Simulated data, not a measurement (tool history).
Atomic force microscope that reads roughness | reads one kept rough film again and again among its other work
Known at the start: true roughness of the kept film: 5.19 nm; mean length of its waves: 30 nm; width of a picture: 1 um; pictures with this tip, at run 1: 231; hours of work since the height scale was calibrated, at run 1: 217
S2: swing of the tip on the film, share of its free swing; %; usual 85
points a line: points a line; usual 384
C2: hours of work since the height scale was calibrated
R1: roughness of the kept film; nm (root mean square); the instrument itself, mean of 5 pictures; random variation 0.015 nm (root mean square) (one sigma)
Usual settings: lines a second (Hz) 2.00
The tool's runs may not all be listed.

Run 1, hour 0.0: usual settings; pictures with this tip 231; C2 217. Result: R1 2.926 nm (root mean square).
Run 2, hour 17.6: usual settings; pictures with this tip 248; C2 229. Result: R1 2.885 nm (root mean square).
At hour 19.8: new tip fitted.
Run 3, hour 31.5: usual settings; pictures with this tip 12; C2 237. Result: R1 3.563 nm (root mean square).
Run 4, hour 42.2: usual settings; pictures with this tip 22; C2 244. Result: R1 3.536 nm (root mean square).
Run 5, hour 51.1: usual settings; pictures with this tip 31; C2 249. Result: R1 3.483 nm (root mean square).
Run 6, hour 65.5: usual settings; pictures with this tip 45; C2 258. Result: R1 3.440 nm (root mean square).
Run 7, hour 81.9: usual settings; pictures with this tip 61; C2 269. Result: R1 3.409 nm (root mean square).
At hour 84.2: height scale calibrated on a step standard.
Run 8, hour 98.5: usual settings; pictures with this tip 76; C2 9. Result: R1 3.359 nm (root mean square).
Run 9, hour 113.6: usual settings but lines a second (Hz) 2.71; pictures with this tip 91; C2 19. Result: R1 3.081 nm (root mean square).
At hour 124.5: height scale calibrated on a step standard, once more.
Run 10, hour 128.7: usual settings but lines a second (Hz) 2.71; pictures with this tip 104; C2 3. Result: R1 3.062 nm (root mean square).
Run 11, hour 139.0: usual settings but lines a second (Hz) 0.95, S2 74 %, points a line 314; pictures with this tip 114; C2 9. Result: R1 3.846 nm (root mean square).
Run 12, hour 150.1: usual settings but lines a second (Hz) 1.87, points a line 328; pictures with this tip 125; C2 16. Result: R1 3.237 nm (root mean square).
Run 13, hour 169.0: usual settings but lines a second (Hz) 0.60, S2 56 %, points a line 1003; pictures with this tip 144; C2 28. Result: R1 3.964 nm (root mean square).
Run 14, hour 186.3: usual settings but lines a second (Hz) 1.49, S2 61 %, points a line 326; pictures with this tip 161; C2 39. Result: R1 3.752 nm (root mean square).
Run 15, hour 198.1: usual settings but lines a second (Hz) 2.04, S2 65 %, points a line 349; pictures with this tip 172; C2 46. Result: R1 3.560 nm (root mean square).
Run 16, hour 207.7: usual settings but S2 71 %; pictures with this tip 181; C2 52. Result: R1 3.424 nm (root mean square).
Run 17, hour 227.6: usual settings but S2 71 %; pictures with this tip 201; C2 65. Result: R1 3.365 nm (root mean square).
Run 18, hour 241.9: usual settings but lines a second (Hz) 1.07, S2 65 %, points a line 508; pictures with this tip 215; C2 74. Result: R1 3.615 nm (root mean square).

Forecast each of these 5 alternatives for the next run:
Run A, hour 262.0: usual settings but lines a second (Hz) 1.62, S2 75 %, points a line 508; pictures with this tip 234; C2 87. Result: R1 ?.
Run B, hour 262.0: usual settings but points a line 501; pictures with this tip 234; C2 87. Result: R1 ?.
Run C, hour 262.0: usual settings but S2 73 %; pictures with this tip 234; C2 87. Result: R1 ?.
Run D, hour 262.0: usual settings but lines a second (Hz) 1.57; pictures with this tip 234; C2 87. Result: R1 ?.
Run E, hour 262.0: usual settings but lines a second (Hz) 1.90, S2 75 %; pictures with this tip 234; C2 87. Result: R1 ?.

run     R1
  A  3.293
  B  2.954
  C  3.245
  D  3.045
  E  3.205
Without the tool's hidden state the same runs would have given:
run     R1
  A  4.105
  B  3.682
  C  4.044
  D  3.796
  E  3.995

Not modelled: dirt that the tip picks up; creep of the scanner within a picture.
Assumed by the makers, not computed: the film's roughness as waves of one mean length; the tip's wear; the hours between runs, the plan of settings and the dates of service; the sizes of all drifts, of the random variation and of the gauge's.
